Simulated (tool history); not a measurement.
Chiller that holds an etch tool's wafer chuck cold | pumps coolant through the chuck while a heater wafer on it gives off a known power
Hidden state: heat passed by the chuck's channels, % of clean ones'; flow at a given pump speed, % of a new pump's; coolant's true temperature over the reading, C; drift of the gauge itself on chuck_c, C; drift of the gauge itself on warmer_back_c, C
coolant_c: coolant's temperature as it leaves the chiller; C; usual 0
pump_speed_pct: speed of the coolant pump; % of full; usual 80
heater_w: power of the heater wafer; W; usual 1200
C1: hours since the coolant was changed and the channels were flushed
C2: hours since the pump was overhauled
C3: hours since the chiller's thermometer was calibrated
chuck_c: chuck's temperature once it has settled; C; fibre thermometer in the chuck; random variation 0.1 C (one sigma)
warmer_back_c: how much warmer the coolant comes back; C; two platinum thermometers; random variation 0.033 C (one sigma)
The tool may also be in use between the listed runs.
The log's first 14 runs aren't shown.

run 15 day=75.858 | coolant_c=3 pump_speed_pct=64 heater_w=1200 | C1=1844 C2=3414 C3=1821 | chuck_c=19.2 warmer_back_c=6.2
run 16 day=83.612 | coolant_c=0 pump_speed_pct=80 heater_w=1200 | C1=2030 C2=3600 C3=2007 | chuck_c=14.2 warmer_back_c=4.98
run 17 day=88.379 | coolant_c=0 pump_speed_pct=80 heater_w=1200 | C1=2144 C2=3715 C3=2121 | chuck_c=14.1 warmer_back_c=5
run 18 day=93.962 | coolant_c=0 pump_speed_pct=69 heater_w=1200 | C1=2278 C2=3849 C3=2255 | chuck_c=15.7 warmer_back_c=5.92
run 19 day=97.4 | coolant_c=6 pump_speed_pct=69 heater_w=1200 | C1=2361 C2=3931 C3=2338 | chuck_c=21.7 warmer_back_c=5.91
run 20 day=100.717 | coolant_c=10 pump_speed_pct=94 heater_w=906 | C1=2440 C2=4011 C3=2417 | chuck_c=19.9 warmer_back_c=3.25
run 21 day=108.375 | coolant_c=-5 pump_speed_pct=94 heater_w=1242 | C1=2624 C2=4195 C3=2601 | chuck_c=8.5 warmer_back_c=4.5
run 22 day=114.292 | coolant_c=-7 pump_speed_pct=75 heater_w=1200 | C1=2766 C2=4337 C3=2743 | chuck_c=8.2 warmer_back_c=5.62
run 23 day=120.371 | coolant_c=7 pump_speed_pct=80 heater_w=1406 | C1=2912 C2=4482 C3=2889 | chuck_c=24.3 warmer_back_c=6.07
run 24 day=125.383 | coolant_c=8 pump_speed_pct=80 heater_w=1558 | C1=3032 C2=4603 C3=3009 | chuck_c=27.2 warmer_back_c=6.8
run 25 day=129.3 | coolant_c=8 pump_speed_pct=80 heater_w=1558 | C1=3126 C2=4697 C3=3103 | chuck_c=27.2 warmer_back_c=6.81
run 26 day=136.712 | coolant_c=3 pump_speed_pct=72 heater_w=1195 | C1=3304 C2=4875 C3=3281 | chuck_c=19 warmer_back_c=5.85
run 27 day=140.062 | coolant_c=3 pump_speed_pct=72 heater_w=1195 | C1=3385 C2=4955 C3=3361 | chuck_c=19 warmer_back_c=5.86
run 28 day=144.708 | coolant_c=3 pump_speed_pct=72 heater_w=1195 | C1=3496 C2=5067 C3=3473 | chuck_c=19.2 warmer_back_c=5.97
run 29 day=152.196 | coolant_c=-1 pump_speed_pct=75 heater_w=661 | C1=3676 C2=5246 C3=3653 | chuck_c=8 warmer_back_c=3.06
run 30 day=159.304 | coolant_c=-1 pump_speed_pct=75 heater_w=661 | C1=3846 C2=5417 C3=3823 | chuck_c=8.1 warmer_back_c=3.13
run 31 day=164.025 | coolant_c=6 pump_speed_pct=87 heater_w=701 | C1=3960 C2=5530 C3=3937 | chuck_c=14.9 warmer_back_c=2.91
-- day=167.142 coolant changed, channels flushed
run 32 day=170.492 | coolant_c=6 pump_speed_pct=87 heater_w=701 | C1=80 C2=5679 C3=4086 | chuck_c=14.4 warmer_back_c=2.97

Forecast run 33:
-- day=173.696 chiller's thermometer calibrated
run 33 day=174.154 | coolant_c=6 pump_speed_pct=87 heater_w=701 | C1=167 C2=5766 C3=11 | chuck_c=? warmer_back_c=?

chuck_c: 14.1 C
warmer_back_c: 2.91 C
Without the tool's hidden state the same run would have given chuck_c 12.9 C, warmer_back_c 2.3 C.

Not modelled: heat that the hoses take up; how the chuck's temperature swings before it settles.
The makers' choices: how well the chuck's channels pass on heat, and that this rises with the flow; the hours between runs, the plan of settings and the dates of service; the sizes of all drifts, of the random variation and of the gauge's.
